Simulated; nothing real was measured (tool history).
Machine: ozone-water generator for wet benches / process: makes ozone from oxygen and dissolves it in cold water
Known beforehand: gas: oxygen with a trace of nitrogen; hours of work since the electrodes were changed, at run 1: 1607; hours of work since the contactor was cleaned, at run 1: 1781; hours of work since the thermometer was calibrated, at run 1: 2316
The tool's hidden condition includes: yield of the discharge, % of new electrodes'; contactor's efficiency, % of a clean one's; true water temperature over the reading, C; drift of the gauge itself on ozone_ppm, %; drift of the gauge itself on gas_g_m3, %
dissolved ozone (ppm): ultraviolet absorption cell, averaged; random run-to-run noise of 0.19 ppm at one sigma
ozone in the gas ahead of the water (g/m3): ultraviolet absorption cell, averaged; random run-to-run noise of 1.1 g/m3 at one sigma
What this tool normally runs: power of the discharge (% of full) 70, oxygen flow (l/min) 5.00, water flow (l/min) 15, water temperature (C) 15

run,hour,power of the discharge (% of full),oxygen flow (l/min),water flow (l/min),water temperature (C),hours of work since the electrodes were changed,hours of work since the contactor was cleaned,hours of work since the thermometer was calibrated,dissolved ozone (ppm),ozone in the gas ahead of the water (g/m3)
1,0.0,70,5.00,15,15,1607,1781,2316,26.2,189.8
2,142.5,70,5.00,15,15,1735,1909,2444,26.1,188.0
3,287.7,70,5.00,15,15,1866,2039,2574,26.3,189.2
4,391.8,70,5.00,15,15,1959,2133,2668,26.3,186.6
5,522.0,70,5.00,15,9,2076,2250,2785,28.8,189.8
6,584.2,70,7.20,15,15,2132,2306,2841,25.5,153.5
7,644.5,70,7.20,15,15,2186,2360,2895,25.5,152.2
8,716.9,70,7.20,15,15,2252,2425,2960,25.8,154.5
9,851.1,70,7.20,15,15,2372,2545,3081,25.7,152.8
10,969.6,70,7.20,15,15,2479,2652,3187,25.5,151.6
11,1052.8,70,7.20,15,15,2553,2727,3262,25.5,152.4
12,1152.6,70,5.89,10,15,2643,2816,3351,33.6,171.2
13,1295.1,70,5.89,10,15,2771,2944,3479,34.0,170.9
14,1429.1,70,5.89,10,15,2891,3065,3600,33.6,169.9
# hour 1501.0: gauge calibrated
15,1524.2,73,5.23,21,15,2977,3150,3685,20.4,190.5
16,1641.7,90,3.89,12,15,3083,3256,3791,36.0,248.3
17,1767.6,70,5.00,19,15,3196,3369,3904,21.5,190.0
18,1915.1,44,3.00,19,15,3328,3501,4037,15.9,188.0
# hour 1966.0: water thermometer calibrated
19,2030.1,76,2.68,10,18,3431,3604,58,35.1,273.8
20,2134.0,76,2.68,10,18,3524,3698,151,35.4,279.9
21,2210.0,55,2.57,23,15,3593,3766,219,14.3,234.0
22,2298.1,55,2.57,23,15,3672,3845,298,14.4,233.2

Consider 3 possible next runs. They are alternatives, not a sequence: every one starts from the tool as it was left by run 22. What does each give?
A,2386.7,95,2.57,13,13,3751,3925,378,?,?
B,2386.7,42,2.57,20,16,3751,3925,378,?,?
C,2386.7,48,5.69,14,15,3751,3925,378,?,?

run,dissolved ozone (ppm),ozone in the gas ahead of the water (g/m3)
A,35.0,318.1
B,14.2,201.3
C,22.0,140.7
Had the tool no hidden state, the same runs would have come out as:
run,dissolved ozone (ppm),ozone in the gas ahead of the water (g/m3)
A,35.1,323.9
B,14.2,204.9
C,22.0,143.2
